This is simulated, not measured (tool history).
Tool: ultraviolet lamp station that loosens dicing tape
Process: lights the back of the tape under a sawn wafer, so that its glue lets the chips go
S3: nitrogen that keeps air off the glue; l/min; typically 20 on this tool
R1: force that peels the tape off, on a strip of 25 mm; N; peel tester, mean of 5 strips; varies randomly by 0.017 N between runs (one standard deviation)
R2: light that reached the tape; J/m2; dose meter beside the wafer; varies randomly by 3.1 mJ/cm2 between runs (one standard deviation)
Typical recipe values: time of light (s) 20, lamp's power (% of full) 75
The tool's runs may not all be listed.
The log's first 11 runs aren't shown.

run 12 hour=587.9 | time_of_light_(s)=15 lamp's_power_(%_of_full)=75 S3=20 | R1=1.754 R2=3030
run 13 hour=647.4 | time_of_light_(s)=20 lamp's_power_(%_of_full)=75 S3=20 | R1=1.081 R2=4020
run 14 hour=697.7 | time_of_light_(s)=20 lamp's_power_(%_of_full)=86 S3=20 | R1=0.854 R2=4540
run 15 hour=775.2 | time_of_light_(s)=20 lamp's_power_(%_of_full)=87 S3=20 | R1=0.889 R2=4460
-- hour=782 window cleaned of glue's vapour
run 16 hour=831.2 | time_of_light_(s)=13 lamp's_power_(%_of_full)=75 S3=20 | R1=2.358 R2=2450
run 17 hour=866.5 | time_of_light_(s)=13 lamp's_power_(%_of_full)=75 S3=20 | R1=2.317 R2=2460
run 18 hour=909.3 | time_of_light_(s)=13 lamp's_power_(%_of_full)=75 S3=20 | R1=2.362 R2=2420
-- hour=945.6 window cleaned of glue's vapour, once more
run 19 hour=949.5 | time_of_light_(s)=13 lamp's_power_(%_of_full)=75 S3=20 | R1=2.184 R2=2540
run 20 hour=1000 | time_of_light_(s)=20 lamp's_power_(%_of_full)=72 S3=20 | R1=1.254 R2=3840
run 21 hour=1071.5 | time_of_light_(s)=20 lamp's_power_(%_of_full)=72 S3=20 | R1=1.255 R2=3730
run 22 hour=1139.5 | time_of_light_(s)=30 lamp's_power_(%_of_full)=75 S3=25 | R1=0.444 R2=5690
run 23 hour=1219.3 | time_of_light_(s)=30 lamp's_power_(%_of_full)=75 S3=25 | R1=0.515 R2=5540

Run 24 has not been measured yet. What should we expect?
run 24 hour=1261.9 | time_of_light_(s)=20 lamp's_power_(%_of_full)=75 S3=12 | R1=? R2=?

R1: 1.734 N
R2: 3660 J/m2
Had the tool carried no hidden state, the very same run would have given R1 1.162 N, R2 4680 J/m2.

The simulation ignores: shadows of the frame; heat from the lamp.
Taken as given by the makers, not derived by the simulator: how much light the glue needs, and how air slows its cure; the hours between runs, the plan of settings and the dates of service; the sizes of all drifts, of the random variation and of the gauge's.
